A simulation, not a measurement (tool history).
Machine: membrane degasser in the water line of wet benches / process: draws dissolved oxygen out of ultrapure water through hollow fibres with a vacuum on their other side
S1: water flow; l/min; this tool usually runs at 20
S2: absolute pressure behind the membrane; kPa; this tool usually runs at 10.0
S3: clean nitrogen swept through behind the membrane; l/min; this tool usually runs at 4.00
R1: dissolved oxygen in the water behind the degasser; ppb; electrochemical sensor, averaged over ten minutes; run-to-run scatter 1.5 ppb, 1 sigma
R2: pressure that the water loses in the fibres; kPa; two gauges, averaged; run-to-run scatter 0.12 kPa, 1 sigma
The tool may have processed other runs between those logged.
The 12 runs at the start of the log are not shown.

{"run": 13, "hour": 739.9, "S1": 20, "S2": 10.0, "S3": 4.0, "R1": 172.8, "R2": 36.4}
{"run": 14, "hour": 816.7, "S1": 20, "S2": 10.0, "S3": 4.0, "R1": 175.6, "R2": 36.62}
{"run": 15, "hour": 882.7, "S1": 20, "S2": 10.0, "S3": 9.22, "R1": 130.8, "R2": 36.58}
{"run": 16, "hour": 941.0, "S1": 20, "S2": 10.0, "S3": 9.22, "R1": 129.6, "R2": 36.43}
{"run": 17, "hour": 980.6, "S1": 20, "S2": 10.0, "S3": 4.0, "R1": 174.8, "R2": 36.34}
{"run": 18, "hour": 1029.6, "S1": 20, "S2": 11.2, "S3": 4.0, "R1": 193.6, "R2": 36.74}
{"run": 19, "hour": 1101.6, "S1": 20, "S2": 11.2, "S3": 4.0, "R1": 191.3, "R2": 36.49}
{"run": 20, "hour": 1179.2, "S1": 21, "S2": 22.5, "S3": 4.0, "R1": 337.2, "R2": 38.29}
{"run": 21, "hour": 1224.7, "S1": 21, "S2": 22.5, "S3": 4.0, "R1": 339.0, "R2": 38.34}
{"run": 22, "hour": 1273.0, "S1": 31, "S2": 16.0, "S3": 2.91, "R1": 469.9, "R2": 56.5}
{"run": 23, "hour": 1325.1, "S1": 15, "S2": 10.0, "S3": 4.0, "R1": 125.9, "R2": 27.43}
{"run": 24, "hour": 1376.3, "S1": 15, "S2": 10.0, "S3": 6.82, "R1": 98.7, "R2": 27.4}
{"run": 25, "hour": 1435.7, "S1": 15, "S2": 10.0, "S3": 2.61, "R1": 158.9, "R2": 27.43}
{"run": 26, "hour": 1488.5, "S1": 19, "S2": 7.4, "S3": 4.0, "R1": 136.4, "R2": 34.69}
{"run": 27, "hour": 1523.0, "S1": 21, "S2": 10.0, "S3": 4.0, "R1": 189.1, "R2": 38.51}
{"run": 28, "hour": 1596.4, "S1": 27, "S2": 8.3, "S3": 6.94, "R1": 188.4, "R2": 49.22}
{"run": 29, "hour": 1666.3, "S1": 20, "S2": 7.0, "S3": 1.66, "R1": 203.0, "R2": 36.68}
{"run": 30, "hour": 1746.8, "S1": 20, "S2": 7.0, "S3": 1.66, "R1": 200.6, "R2": 36.39}
{"hour": 1763.0, "done": "vacuum gauge calibrated"}
{"run": 31, "hour": 1807.3, "S1": 12, "S2": 6.1, "S3": 11.34, "R1": 50.9, "R2": 21.84}
{"run": 32, "hour": 1849.5, "S1": 16, "S2": 23.4, "S3": 4.0, "R1": 262.0, "R2": 29.18}
{"run": 33, "hour": 1930.1, "S1": 31, "S2": 23.4, "S3": 10.17, "R1": 317.3, "R2": 56.69}

Branching from run 33: 3 alternative next runs. What would each branch give?
{"run": "A", "hour": 1980.5, "S1": 18, "S2": 7.8, "S3": 10.17, "R1": "?", "R2": "?"}
{"run": "B", "hour": 1980.5, "S1": 22, "S2": 23.4, "S3": 10.17, "R1": "?", "R2": "?"}
{"run": "C", "hour": 1980.5, "S1": 18, "S2": 10.2, "S3": 4.0, "R1": "?", "R2": "?"}

run=A R1=101.9 R2=32.70
run=B R1=211.8 R2=40.35
run=C R1=157.7 R2=32.97
With the hidden condition removed and each run's random variation left untouched, the same runs would have given:
run=A R1=97.4 R2=32.36
run=B R1=204.6 R2=39.93
run=C R1=151.7 R2=32.63
